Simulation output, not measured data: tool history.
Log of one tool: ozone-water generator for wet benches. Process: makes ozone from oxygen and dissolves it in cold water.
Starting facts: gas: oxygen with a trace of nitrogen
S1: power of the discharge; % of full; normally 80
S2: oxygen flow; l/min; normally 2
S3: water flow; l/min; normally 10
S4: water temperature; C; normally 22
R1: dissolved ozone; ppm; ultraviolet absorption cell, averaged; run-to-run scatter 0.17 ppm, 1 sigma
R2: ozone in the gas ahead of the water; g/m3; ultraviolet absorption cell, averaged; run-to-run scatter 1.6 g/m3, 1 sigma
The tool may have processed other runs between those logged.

run	hour	S1	S2	S3	S4	R1	R2
1	0	80	2	10	22	22.1	305.8
2	17.6	80	2	10	22	21.7	309
3	54.6	80	2	10	22	22	311.5
4	72.6	80	2	10	22	21.8	308.9
5	103.1	80	2	10	22	21.8	308.5
6	129.8	80	2	10	22	21.9	307.7
7	166.9	80	2	10	22	21.7	304
8	205.8	80	2	10	22	21.7	307.6
9	224.9	80	2	10	22	22.1	307.9
10	255.4	56	2	10	22	16.4	234.7
11	289.8	56	2	10	22	16.3	233.9
12	319.1	56	2	10	22	16.7	234.3
13	354	56	2	10	22	16.7	232.1
14	386.6	56	2	7	22	21.5	233.1
15	407.9	56	2	7	22	21.2	230.9
# hour 411.3: water thermometer calibrated
16	435.3	56	2	7	22	21.3	232.4
17	461.4	56	2	7	22	21.1	232.1
18	479.4	53	1.22	9	27	15.7	296.4
19	511.3	46	1.13	9	17	15.8	276.7
# hour 522.9: water thermometer calibrated, once more
20	547.7	80	1.92	9	26	22.4	310
21	570.9	80	1.92	9	26	22.3	313.2
22	611.1	59	1.63	6	25	23.9	272.4
23	633.1	89	1.04	10	22	21.9	477.8
24	657.3	42	3.25	14	26	9.5	140.4
25	687.6	80	1.22	10	28	19.5	403
26	707.8	80	1.22	8	26	23.9	401.2
27	736	80	1.22	9	26	21.9	407.5
28	765.7	80	2	10	15	23.4	306.1
29	787	80	1.02	13	28	15.3	442.6
30	810	57	2	10	22	16.6	233.3
31	840.3	57	2	10	29	15.2	233.8
32	879.4	77	2.49	12	18	19.3	262.6
33	917.1	68	2	8	22	22.7	266.8
34	936.7	68	2	8	22	22.4	265.5

Had the tool no unlogged condition, and each run kept its random variation, what would the results have been?
The tool's hidden condition here consists of: yield of the discharge, % of new electrodes'; contactor's efficiency, % of a clean one's; true water temperature over the reading, C; drift of the gauge itself on ozone_ppm, %; drift of the gauge itself on gas_g_m3, %.
run	R1	R2
1	22.5	305.1
2	22.1	308.3
3	22.4	310.9
4	22.2	308.4
5	22.2	308.1
6	22.3	307.4
7	22.1	303.8
8	22.2	307.6
9	22.6	307.9
10	16.7	234.8
11	16.7	234.1
12	17.1	234.5
13	17.1	232.4
14	21.9	233.5
15	21.7	231.3
16	21.8	232.9
17	21.6	232.7
18	16.1	297.1
19	16.2	277.3
20	23	311.3
21	22.8	314.6
22	24.5	273.5
23	22.6	480.4
24	9.8	140.8
25	20.1	405.4
26	24.6	403.7
27	22.5	410.2
28	24.2	308.2
29	15.8	445.8
30	17.1	234.6
31	15.6	235.2
32	19.9	264.7
33	23.5	268.9
34	23.1	267.7
